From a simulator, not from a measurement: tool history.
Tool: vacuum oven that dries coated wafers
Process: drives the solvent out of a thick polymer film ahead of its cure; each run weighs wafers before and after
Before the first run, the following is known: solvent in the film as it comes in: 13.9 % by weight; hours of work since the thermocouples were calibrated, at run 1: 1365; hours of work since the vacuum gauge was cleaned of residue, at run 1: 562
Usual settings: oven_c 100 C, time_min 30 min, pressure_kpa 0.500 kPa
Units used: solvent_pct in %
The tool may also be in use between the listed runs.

| run | hour | oven_c | time_min | pressure_kpa | hours of work since the thermocouples were calibrated | hours of work since the vacuum gauge was cleaned of residue | solvent_pct |
|---|---|---|---|---|---|---|---|
| 1 | 0.0 | 100 | 30 | 0.500 | 1365 | 562 | 0.98 |
| 2 | 29.8 | 100 | 34 | 0.500 | 1383 | 580 | 0.82 |
| 3 | 43.5 | 100 | 53 | 0.500 | 1391 | 588 | 0.61 |
| 4 | 60.1 | 100 | 53 | 0.500 | 1401 | 598 | 0.59 |
| 5 | 87.3 | 100 | 53 | 0.500 | 1417 | 614 | 0.56 |
| 6 | 107.8 | 100 | 30 | 1.463 | 1429 | 626 | 1.80 |
|  | 111.9 | oven's thermocouples calibrated |
| 7 | 125.2 | 100 | 30 | 1.463 | 8 | 635 | 1.74 |
| 8 | 143.8 | 100 | 30 | 1.463 | 19 | 646 | 1.78 |
| 9 | 157.5 | 100 | 30 | 0.500 | 27 | 655 | 0.90 |
| 10 | 173.5 | 100 | 30 | 0.500 | 37 | 664 | 0.94 |
| 11 | 196.9 | 100 | 30 | 0.500 | 50 | 678 | 0.90 |
|  | 226.4 | oven's thermocouples calibrated, once more |
| 12 | 226.4 | 90 | 47 | 0.482 | 0 | 694 | 1.35 |
| 13 | 246.9 | 90 | 47 | 0.482 | 12 | 706 | 1.31 |
| 14 | 261.5 | 108 | 16 | 0.482 | 21 | 715 | 1.54 |
| 15 | 277.4 | 108 | 16 | 0.482 | 30 | 724 | 1.63 |
| 16 | 302.7 | 108 | 17 | 0.772 | 45 | 739 | 1.63 |
| 17 | 327.7 | 97 | 30 | 0.500 | 60 | 754 | 1.36 |
| 18 | 344.6 | 112 | 30 | 1.295 | 70 | 764 | 0.98 |
| 19 | 374.3 | 115 | 25 | 1.892 | 88 | 782 | 1.22 |
| 20 | 391.7 | 115 | 25 | 1.892 | 98 | 792 | 1.25 |

Below, some changes in solvent_pct between adjacent runs. For each, the amount present without the hidden state too (settings, incoming material, random variation) and the amount remaining for the hidden state with gauge scatter not shared by both compared results:
Unlogged tool condition in this case: true wafer temperature over the reading, C; true pressure over the reading, kPa; drift of the gauge itself on solvent_pct, %.
Run 5 -> 6: time_min 53 -> 30, pressure_kpa 0.500 -> 1.463. solvent_pct +1.24 %: hidden state -0.18, all else +1.42.
Run 8 -> 9: pressure_kpa 1.463 -> 0.500. solvent_pct -0.88 %: hidden state +0.07, all else -0.95.
Run 11 -> 12: oven_c 100 -> 90, time_min 30 -> 47, pressure_kpa 0.500 -> 0.482, oven's thermocouples calibrated, once more. solvent_pct +0.45 %: hidden state +0.24, all else +0.21.

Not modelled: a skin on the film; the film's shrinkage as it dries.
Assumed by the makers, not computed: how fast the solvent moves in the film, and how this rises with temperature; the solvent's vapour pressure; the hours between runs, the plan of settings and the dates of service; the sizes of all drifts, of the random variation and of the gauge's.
